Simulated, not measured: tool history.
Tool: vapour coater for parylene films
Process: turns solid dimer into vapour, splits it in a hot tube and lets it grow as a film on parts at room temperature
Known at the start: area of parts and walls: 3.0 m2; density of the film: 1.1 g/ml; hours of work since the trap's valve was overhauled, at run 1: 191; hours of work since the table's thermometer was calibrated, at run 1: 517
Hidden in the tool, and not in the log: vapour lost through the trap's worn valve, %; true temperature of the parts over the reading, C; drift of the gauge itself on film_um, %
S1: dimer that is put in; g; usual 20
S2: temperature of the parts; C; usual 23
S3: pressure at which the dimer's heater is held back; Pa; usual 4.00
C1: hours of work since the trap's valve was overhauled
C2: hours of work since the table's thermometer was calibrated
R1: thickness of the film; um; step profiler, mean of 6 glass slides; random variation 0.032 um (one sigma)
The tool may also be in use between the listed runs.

{"run": 1, "hour": 0.0, "S1": 20, "S2": 23, "S3": 4.0, "C1": 191, "C2": 517, "R1": 3.88}
{"run": 2, "hour": 16.4, "S1": 20, "S2": 23, "S3": 4.0, "C1": 201, "C2": 527, "R1": 3.83}
{"run": 3, "hour": 33.4, "S1": 20, "S2": 23, "S3": 4.0, "C1": 212, "C2": 538, "R1": 3.77}
{"run": 4, "hour": 45.6, "S1": 9, "S2": 23, "S3": 4.0, "C1": 220, "C2": 546, "R1": 1.71}
{"run": 5, "hour": 64.5, "S1": 9, "S2": 23, "S3": 4.0, "C1": 232, "C2": 558, "R1": 1.69}
{"run": 6, "hour": 80.3, "S1": 9, "S2": 23, "S3": 4.0, "C1": 242, "C2": 568, "R1": 1.71}
{"run": 7, "hour": 97.4, "S1": 9, "S2": 23, "S3": 4.0, "C1": 253, "C2": 579, "R1": 1.7}
{"run": 8, "hour": 113.5, "S1": 9, "S2": 23, "S3": 3.06, "C1": 263, "C2": 589, "R1": 1.78}
{"run": 9, "hour": 133.4, "S1": 20, "S2": 23, "S3": 4.0, "C1": 276, "C2": 602, "R1": 3.73}
{"run": 10, "hour": 151.3, "S1": 20, "S2": 23, "S3": 4.0, "C1": 288, "C2": 614, "R1": 3.78}
{"run": 11, "hour": 165.3, "S1": 20, "S2": 23, "S3": 4.0, "C1": 297, "C2": 623, "R1": 3.73}
{"run": 12, "hour": 174.7, "S1": 20, "S2": 23, "S3": 4.0, "C1": 303, "C2": 629, "R1": 3.72}
{"run": 13, "hour": 188.7, "S1": 20, "S2": 24, "S3": 4.0, "C1": 312, "C2": 638, "R1": 3.67}
{"run": 14, "hour": 209.6, "S1": 20, "S2": 24, "S3": 4.0, "C1": 325, "C2": 651, "R1": 3.59}
{"run": 15, "hour": 219.8, "S1": 20, "S2": 24, "S3": 4.0, "C1": 331, "C2": 657, "R1": 3.63}
{"run": 16, "hour": 229.0, "S1": 20, "S2": 23, "S3": 4.0, "C1": 337, "C2": 663, "R1": 3.7}
{"run": 17, "hour": 242.3, "S1": 26, "S2": 23, "S3": 4.0, "C1": 346, "C2": 672, "R1": 4.77}
{"run": 18, "hour": 261.3, "S1": 29, "S2": 29, "S3": 4.64, "C1": 358, "C2": 684, "R1": 4.13}
{"run": 19, "hour": 273.2, "S1": 8, "S2": 29, "S3": 7.05, "C1": 366, "C2": 692, "R1": 1.07}
{"run": 20, "hour": 291.2, "S1": 8, "S2": 29, "S3": 7.05, "C1": 377, "C2": 703, "R1": 1.08}
{"run": 21, "hour": 307.6, "S1": 8, "S2": 29, "S3": 7.05, "C1": 388, "C2": 714, "R1": 1.04}
{"hour": 313.2, "done": "trap's valve overhauled"}
{"run": 22, "hour": 323.7, "S1": 10, "S2": 35, "S3": 3.61, "C1": 7, "C2": 721, "R1": 1.14}
{"run": 23, "hour": 343.0, "S1": 29, "S2": 20, "S3": 4.0, "C1": 19, "C2": 734, "R1": 5.77}
{"run": 24, "hour": 357.5, "S1": 29, "S2": 19, "S3": 10.05, "C1": 28, "C2": 743, "R1": 5.38}
{"run": 25, "hour": 376.2, "S1": 20, "S2": 23, "S3": 7.68, "C1": 40, "C2": 755, "R1": 3.31}
{"run": 26, "hour": 395.6, "S1": 20, "S2": 32, "S3": 4.0, "C1": 53, "C2": 767, "R1": 2.47}
{"run": 27, "hour": 406.0, "S1": 19, "S2": 23, "S3": 7.2, "C1": 59, "C2": 774, "R1": 3.13}
{"hour": 417.4, "done": "trap's valve overhauled, once more"}
{"run": 28, "hour": 422.9, "S1": 20, "S2": 23, "S3": 3.18, "C1": 4, "C2": 782, "R1": 4.02}
{"run": 29, "hour": 436.9, "S1": 13, "S2": 23, "S3": 4.0, "C1": 12, "C2": 791, "R1": 2.54}
{"run": 30, "hour": 454.6, "S1": 13, "S2": 23, "S3": 4.0, "C1": 24, "C2": 802, "R1": 2.55}
{"run": 31, "hour": 463.4, "S1": 9, "S2": 29, "S3": 4.09, "C1": 29, "C2": 808, "R1": 1.34}

Measured less the same run without the tool's hidden state. The same run-to-run variation is in both; the gauge's scatter may not be:
run=1 R1=-0.26
run=2 R1=-0.27
run=3 R1=-0.27
run=4 R1=-0.13
run=5 R1=-0.13
run=6 R1=-0.14
run=7 R1=-0.14
run=8 R1=-0.15
run=9 R1=-0.33
run=10 R1=-0.36
run=11 R1=-0.36
run=12 R1=-0.36
run=13 R1=-0.36
run=14 R1=-0.37
run=15 R1=-0.38
run=16 R1=-0.40
run=17 R1=-0.52
run=18 R1=-0.47
run=19 R1=-0.12
run=20 R1=-0.13
run=21 R1=-0.13
run=22 R1=-0.16
run=23 R1=-0.88
run=24 R1=-0.83
run=25 R1=-0.52
run=26 R1=-0.40
run=27 R1=-0.52
run=28 R1=-0.17
run=29 R1=-0.11
run=30 R1=-0.11
run=31 R1=-0.06

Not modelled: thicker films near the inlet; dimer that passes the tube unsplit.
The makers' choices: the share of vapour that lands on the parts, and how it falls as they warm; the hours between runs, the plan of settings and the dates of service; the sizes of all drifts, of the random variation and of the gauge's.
